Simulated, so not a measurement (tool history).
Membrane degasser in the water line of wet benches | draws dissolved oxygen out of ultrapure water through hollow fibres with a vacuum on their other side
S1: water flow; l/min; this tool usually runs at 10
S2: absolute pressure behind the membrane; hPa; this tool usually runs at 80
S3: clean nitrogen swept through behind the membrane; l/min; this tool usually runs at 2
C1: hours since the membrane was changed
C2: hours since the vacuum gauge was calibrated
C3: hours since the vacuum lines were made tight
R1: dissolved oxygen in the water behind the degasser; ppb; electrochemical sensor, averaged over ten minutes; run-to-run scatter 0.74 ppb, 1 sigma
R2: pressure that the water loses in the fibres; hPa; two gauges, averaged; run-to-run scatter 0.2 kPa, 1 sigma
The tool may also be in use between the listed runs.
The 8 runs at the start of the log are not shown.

run,day,S1,S2,S3,C1,C2,C3,R1,R2
9,10.146,15,80,2,953,3963,4161,122.9,636.8
10,11.95,15,109,2,996,4007,4204,175.6,636.8
11,13.412,15,109,2,1031,4042,4239,174.7,639.7
12,14.192,10,80,2,1050,4061,4258,75.8,428.6
13,15.388,10,80,2,1079,4089,4287,76.7,428.5
14,16.783,10,80,2,1112,4123,4320,75.7,429.9
15,18.096,10,80,2,1144,4154,4352,77.7,427.9
# day 18.217: vacuum gauge calibrated
16,19.921,10,80,2,1187,41,4395,78.1,428.3
17,21.212,8,80,3.81,1218,72,4426,34.7,341.1
18,23.092,9,180.6,5.06,1263,117,4471,81.4,385.4
19,23.875,11,60.9,5.06,1282,136,4490,32.2,474.1
20,25.312,11,57.7,5.62,1316,170,4524,29.3,471.4
# day 26.138: vacuum gauge calibrated, once more
21,27.079,11,57.7,5.62,1358,23,4566,27.2,472.6
22,28.412,13,143.5,1.83,1390,55,4598,218,557.4
23,29.742,13,143.5,1.83,1422,86,4630,216.7,562.4
24,31.354,13,143.5,1.83,1461,125,4669,215.8,558.5
25,32.854,9,174,1.77,1497,161,4705,193.5,384.6
26,34.129,6,196.4,1.9,1528,192,4735,147.4,256.6
27,34.975,6,196.4,1.9,1548,212,4756,147.6,257.2
28,36.229,12,91.9,2,1578,242,4786,110.5,514.9
29,37.029,12,91.9,2,1597,261,4805,109.4,519.2
30,38.729,8,99.7,1.54,1638,302,4846,100.4,343.1
31,40.367,8,54.2,2,1677,342,4885,30.7,342.6

Consider 5 possible next runs. They are alternatives, not a sequence: every one starts from the tool as it was left by run 31. What does each give?
A,42.246,8,99.5,4.36,1722,387,4930,?,?
B,42.246,10,89.5,2,1722,387,4930,?,?
C,42.246,10,165.8,0.86,1722,387,4930,?,?
D,42.246,12,180.9,2,1722,387,4930,?,?
E,42.246,11,97.5,1.15,1722,387,4930,?,?

run,R1,R2
A,40.4,343
B,87,431.4
C,387.7,428.3
D,248.8,519.5
E,173.3,474.4
Had the tool no hidden state, the same runs would have come out as:
run,R1,R2
A,35.3,333.3
B,78.3,419.3
C,359.8,416.2
D,229.7,504.9
E,159.6,461
